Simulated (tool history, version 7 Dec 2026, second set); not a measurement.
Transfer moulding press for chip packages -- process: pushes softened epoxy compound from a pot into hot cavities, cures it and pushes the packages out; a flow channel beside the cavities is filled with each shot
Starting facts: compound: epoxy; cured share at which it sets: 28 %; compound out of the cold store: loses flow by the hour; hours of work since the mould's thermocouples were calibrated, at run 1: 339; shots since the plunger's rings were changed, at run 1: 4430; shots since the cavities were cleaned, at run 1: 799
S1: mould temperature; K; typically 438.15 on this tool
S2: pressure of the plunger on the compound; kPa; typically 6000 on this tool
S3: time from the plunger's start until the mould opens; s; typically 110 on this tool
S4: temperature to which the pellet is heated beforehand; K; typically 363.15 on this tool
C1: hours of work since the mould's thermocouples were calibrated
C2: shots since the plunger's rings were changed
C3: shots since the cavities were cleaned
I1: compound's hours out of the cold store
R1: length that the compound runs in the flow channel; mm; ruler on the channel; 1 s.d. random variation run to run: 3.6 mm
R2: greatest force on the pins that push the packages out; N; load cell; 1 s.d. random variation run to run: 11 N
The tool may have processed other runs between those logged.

Run 1, hour 0.0: usual settings; C1 339; C2 4430; C3 799; I1 12.9. Result: R1 768 mm, R2 942 N.
At hour 13.4: cavities cleaned with cleaning compound and waxed.
Run 2, hour 37.6: usual settings; C1 358; C2 4778; C3 233; I1 35.4. Result: R1 672 mm, R2 689 N.
Run 3, hour 78.2: usual settings; C1 380; C2 5169; C3 624; I1 44.8. Result: R1 628 mm, R2 856 N.
Run 4, hour 101.5: usual settings but S1 446.15 K; C1 393; C2 5393; C3 848; I1 44.7. Result: R1 611 mm, R2 769 N.
At hour 111.7: cavities cleaned with cleaning compound and waxed.
Run 5, hour 142.0: usual settings but S2 5350 kPa; C1 414; C2 5768; C3 292; I1 42.7. Result: R1 603 mm, R2 710 N.
Run 6, hour 172.9: usual settings; C1 430; C2 6066; C3 590; I1 38.2. Result: R1 651 mm, R2 839 N.
At hour 208.4: cavities cleaned with cleaning compound and waxed.
At hour 212.7: plunger's sealing rings changed.
Run 7, hour 216.2: usual settings; C1 451; C2 34; C3 51; I1 29.8. Result: R1 715 mm, R2 554 N.
Run 8, hour 242.7: usual settings but S4 357.15 K; C1 465; C2 289; C3 306; I1 39.8. Result: R1 679 mm, R2 690 N.
Run 9, hour 264.8: usual settings but S4 357.15 K; C1 477; C2 501; C3 518; I1 24.4. Result: R1 745 mm, R2 857 N.
Run 10, hour 288.9: usual settings but S3 107 s; C1 490; C2 733; C3 750; I1 14.7. Result: R1 781 mm, R2 908 N.
At hour 308.0: cavities cleaned with cleaning compound and waxed.
Run 11, hour 308.8: usual settings but S3 109 s; C1 500; C2 910; C3 7; I1 45.0. Result: R1 647 mm, R2 485 N.
Run 12, hour 343.0: usual settings but S3 109 s; C1 518; C2 1240; C3 337; I1 24.3. Result: R1 738 mm, R2 710 N.
Run 13, hour 375.9: usual settings but S2 5160 kPa; C1 536; C2 1557; C3 654; I1 31.8. Result: R1 656 mm, R2 845 N.
At hour 404.3: cavities cleaned with cleaning compound and waxed.
Run 14, hour 417.6: usual settings but S2 5160 kPa, S3 91 s; C1 557; C2 1943; C3 127; I1 11.5. Result: R1 735 mm, R2 881 N.
Run 15, hour 442.3: usual settings but S1 435.15 K, S2 5160 kPa, S3 148 s; C1 571; C2 2181; C3 365; I1 44.7. Result: R1 608 mm, R2 628 N.
Run 16, hour 468.6: usual settings but S1 435.15 K, S3 94 s, S4 365.15 K; C1 585; C2 2434; C3 618; I1 24.6. Result: R1 728 mm, R2 1330 N.
At hour 500.2: cavities cleaned with cleaning compound and waxed.
Run 17, hour 501.4: usual settings but S1 435.15 K; C1 602; C2 2736; C3 12; I1 29.6. Result: R1 718 mm, R2 616 N.
Run 18, hour 525.8: usual settings but S1 433.15 K, S2 4770 kPa, S3 129 s; C1 615; C2 2971; C3 247; I1 46.3. Result: R1 583 mm, R2 716 N.
At hour 565.9: mould's thermocouples calibrated.
Run 19, hour 567.9: usual settings but S2 7370 kPa, S3 96 s, S4 366.15 K; C1 1; C2 3356; C3 632; I1 42.8. Result: R1 723 mm, R2 1079 N.
Run 20, hour 590.7: usual settings but S1 431.15 K, S2 5430 kPa, S3 90 s, S4 355.15 K; C1 13; C2 3576; C3 852; I1 22.9. Result: R1 723 mm, R2 2467 N.
At hour 600.1: cavities cleaned with cleaning compound and waxed.
Run 21, hour 612.3: usual settings but S1 434.15 K, S2 5430 kPa, S3 90 s, S4 370.15 K; C1 24; C2 3770; C3 118; I1 8.3. Result: R1 777 mm, R2 1362 N.
Run 22, hour 629.8: usual settings but S1 434.15 K, S2 5430 kPa, S3 90 s, S4 370.15 K; C1 33; C2 3938; C3 286; I1 18.5. Result: R1 725 mm, R2 1523 N.
Run 23, hour 650.8: usual settings but S1 436.15 K, S2 7400 kPa, S3 103 s, S4 354.15 K; C1 45; C2 4140; C3 488; I1 13.3. Result: R1 872 mm, R2 1159 N.
Run 24, hour 672.6: usual settings but S1 436.15 K, S2 7400 kPa, S3 103 s, S4 354.15 K; C1 56; C2 4349; C3 697; I1 36.8. Result: R1 754 mm, R2 1124 N.
Run 25, hour 689.0: usual settings but S2 4680 kPa, S3 131 s; C1 65; C2 4508; C3 856; I1 27.2. Result: R1 630 mm, R2 809 N.
At hour 696.4: cavities cleaned with cleaning compound and waxed.
Run 26, hour 725.6: usual settings but S2 4680 kPa, S3 139 s, S4 371.15 K; C1 84; C2 4846; C3 281; I1 14.3. Result: R1 673 mm, R2 609 N.
Run 27, hour 760.2: usual settings but S2 4680 kPa, S3 113 s, S4 371.15 K; C1 103; C2 5179; C3 614; I1 43.9. Result: R1 566 mm, R2 824 N.

Hidden state or all else? Some run-to-run changes of R1, split into what the settings, what came in and random variation would give without the hidden state, and what is left for the hidden state (with any gauge scatter that isn't in both results):
Hidden state present: true mould temperature over the reading, C; pressure that reaches the compound, % of what is set; grip of the stained cavities, % over clean ones'; drift of the gauge itself on flow_mm, %; drift of the gauge itself on push_out_n, %.
Run 6 -> 7: cavities cleaned with cleaning compound and waxed, plunger's sealing rings changed. R1 +64 mm: hidden state +31, all else +33.
Run 18 -> 19: S1 433.15 -> 438.15, S2 4770 -> 7370, S3 129 -> 96, S4 363.15 -> 366.15, mould's thermocouples calibrated. R1 +140 mm: hidden state -2, all else +142.
Run 22 -> 23: S1 434.15 -> 436.15, S2 5430 -> 7400, S3 90 -> 103, S4 370.15 -> 354.15. R1 +147 mm: hidden state -6, all else +153.
